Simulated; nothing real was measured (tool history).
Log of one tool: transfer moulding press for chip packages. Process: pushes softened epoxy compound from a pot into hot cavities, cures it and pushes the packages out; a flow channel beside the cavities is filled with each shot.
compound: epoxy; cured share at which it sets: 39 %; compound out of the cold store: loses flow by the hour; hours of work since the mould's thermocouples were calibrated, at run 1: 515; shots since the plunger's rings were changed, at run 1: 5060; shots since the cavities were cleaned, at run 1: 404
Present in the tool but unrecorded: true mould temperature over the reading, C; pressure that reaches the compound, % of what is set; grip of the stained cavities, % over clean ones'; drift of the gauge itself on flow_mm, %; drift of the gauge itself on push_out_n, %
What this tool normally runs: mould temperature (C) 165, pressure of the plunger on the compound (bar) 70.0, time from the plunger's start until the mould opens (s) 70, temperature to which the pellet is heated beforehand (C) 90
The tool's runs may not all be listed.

run   hour  mould temperature (C)  pressure of the plunger on the compound (bar)  time from the plunger's start until the mould opens (s)  temperature to which the pellet is heated beforehand (C)  hours of work since the mould's thermocouples were calibrated  shots since the plunger's rings were changed  shots since the cavities were cleaned  incoming compound's hours out of the cold store  length that the compound runs in the flow channel (mm)  greatest force on the pins that push the packages out (N)
  1    0.0                    165                                           70.0                                                       70                                                        90                                                            515                                          5060                                    404                                             35.7                                                     812                                                       1339
      16.3  -- cavities cleaned with cleaning compound and waxed
  2   20.2                    165                                           64.4                                                       70                                                        90                                                            524                                          5261                                     41                                             46.9                                                     736                                                        912
      26.3  -- plunger's sealing rings changed
  3   51.3                    165                                           64.4                                                       70                                                        90                                                            538                                           271                                    351                                             22.5                                                     859                                                       1351
      71.2  -- cavities cleaned with cleaning compound and waxed
  4   77.2                    165                                           64.4                                                       70                                                        90                                                            550                                           535                                     66                                             31.2                                                     821                                                       1004
  5  106.4                    165                                           64.4                                                       70                                                        90                                                            565                                           850                                    381                                             22.3                                                     855                                                       1380
     124.1  -- cavities cleaned with cleaning compound and waxed
  6  124.1                    165                                           55.6                                                       56                                                        87                                                            573                                          1025                                      0                                             28.6                                                     771                                                       1616
  7  153.1                    165                                           70.0                                                       64                                                        90                                                            587                                          1339                                    314                                             15.5                                                     917                                                       1796
  8  173.8                    160                                           54.1                                                       63                                                        88                                                            597                                          1561                                    536                                             11.1                                                     843                                                       2913
     177.7  -- cavities cleaned with cleaning compound and waxed
  9  204.4                    165                                           64.7                                                       70                                                        91                                                            612                                          1876                                    289                                             47.9                                                     752                                                       1146
 10  219.4                    165                                           53.1                                                       79                                                        82                                                            619                                          2038                                    451                                             25.0                                                     764                                                       1084

Predict each of these 5 candidate next runs independently; none follows another, all start after run 10:
     231.6  -- cavities cleaned with cleaning compound and waxed
  A  236.1                    165                                           53.1                                                       51                                                        82                                                            626                                          2202                                     49                                             46.5                                                       ?                                                          ?
     231.6  -- cavities cleaned with cleaning compound and waxed
  B  236.1                    171                                           54.6                                                       79                                                        97                                                            626                                          2202                                     49                                             39.5                                                       ?                                                          ?
     231.6  -- cavities cleaned with cleaning compound and waxed
  C  236.1                    161                                           53.1                                                       79                                                        90                                                            626                                          2202                                     49                                             13.8                                                       ?                                                          ?
     231.6  -- cavities cleaned with cleaning compound and waxed
  D  236.1                    162                                           76.8                                                       70                                                        90                                                            626                                          2202                                     49                                             12.3                                                       ?                                                          ?
     231.6  -- cavities cleaned with cleaning compound and waxed
  E  236.1                    169                                           53.1                                                       77                                                        94                                                            626                                          2202                                     49                                             46.1                                                       ?                                                          ?

run  length that the compound runs in the flow channel (mm)  greatest force on the pins that push the packages out (N)
  A                                                     684                                                       2048
  B                                                     699                                                        519
  C                                                     815                                                       1044
  D                                                     985                                                       1330
  E                                                     672                                                        607
With the hidden condition removed and each run's random variation left untouched, the same runs would have given:
run  length that the compound runs in the flow channel (mm)  greatest force on the pins that push the packages out (N)
  A                                                     694                                                       1829
  B                                                     709                                                        468
  C                                                     827                                                        909
  D                                                    1000                                                       1163
  E                                                     682                                                        542

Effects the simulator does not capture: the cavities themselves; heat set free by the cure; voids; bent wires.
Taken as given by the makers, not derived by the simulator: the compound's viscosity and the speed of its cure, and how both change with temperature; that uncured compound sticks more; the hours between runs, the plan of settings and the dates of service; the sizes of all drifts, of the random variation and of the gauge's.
